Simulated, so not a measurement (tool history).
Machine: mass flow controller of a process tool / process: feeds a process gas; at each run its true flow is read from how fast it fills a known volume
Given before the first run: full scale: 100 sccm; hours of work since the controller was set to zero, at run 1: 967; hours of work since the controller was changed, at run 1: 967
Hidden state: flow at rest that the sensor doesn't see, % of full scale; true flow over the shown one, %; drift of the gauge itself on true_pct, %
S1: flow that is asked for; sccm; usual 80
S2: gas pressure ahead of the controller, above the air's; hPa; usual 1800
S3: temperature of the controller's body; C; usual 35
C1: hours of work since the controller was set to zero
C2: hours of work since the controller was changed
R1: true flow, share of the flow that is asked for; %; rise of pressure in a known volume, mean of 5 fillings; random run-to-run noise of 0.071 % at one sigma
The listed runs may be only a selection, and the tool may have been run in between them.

| run | hour | S1 | S2 | S3 | C1 | C2 | R1 |
|---|---|---|---|---|---|---|---|
| 1 | 0 | 80 | 1800 | 35 | 967 | 967 | 99.31 |
| 2 | 263.7 | 80 | 1800 | 35 | 1073 | 1073 | 99.39 |
| 3 | 485.8 | 80 | 1800 | 35 | 1162 | 1162 | 99.13 |
| 4 | 653.1 | 80 | 1800 | 35 | 1229 | 1229 | 99.16 |
| 5 | 904.4 | 80 | 1660 | 35 | 1330 | 1330 | 99.11 |
| 6 | 1136 | 80 | 1800 | 35 | 1423 | 1423 | 99.13 |
| 7 | 1393.4 | 80 | 1800 | 35 | 1526 | 1526 | 99.24 |
| 8 | 1706.7 | 80 | 1800 | 28 | 1652 | 1652 | 98.93 |
| 9 | 1862.6 | 80 | 2100 | 35 | 1715 | 1715 | 99.37 |
| 10 | 2069.4 | 80 | 2100 | 35 | 1798 | 1798 | 99.37 |
|  | 2085.4 | controller's zero set anew |
| 11 | 2323.2 | 80 | 2100 | 32 | 95 | 1899 | 98.71 |
| 12 | 2680.9 | 80 | 2100 | 32 | 239 | 2043 | 98.58 |
| 13 | 2973.5 | 80 | 2100 | 32 | 357 | 2160 | 98.75 |
| 14 | 3170.8 | 41 | 1800 | 35 | 436 | 2240 | 96.11 |
| 15 | 3356.8 | 80 | 1800 | 35 | 510 | 2314 | 98.74 |
| 16 | 3540.2 | 80 | 1800 | 35 | 584 | 2388 | 98.7 |
| 17 | 3807.3 | 41 | 1800 | 35 | 691 | 2495 | 95.87 |
| 18 | 3993.4 | 80 | 1800 | 23 | 766 | 2570 | 98.07 |
|  | 4171.2 | controller's zero set anew, once more |
| 19 | 4225.1 | 80 | 1800 | 23 | 22 | 2663 | 99.56 |
| 20 | 4549.3 | 82 | 1630 | 23 | 152 | 2793 | 99.63 |

Predict the results of run 21:
| 21 | 4770.8 | 26 | 1630 | 26 | 241 | 2882 | ? |

For run 21 the tool returned R1 97.58 %.
Minus the tool's unlogged condition, the same run would have read R1 97.56 %.

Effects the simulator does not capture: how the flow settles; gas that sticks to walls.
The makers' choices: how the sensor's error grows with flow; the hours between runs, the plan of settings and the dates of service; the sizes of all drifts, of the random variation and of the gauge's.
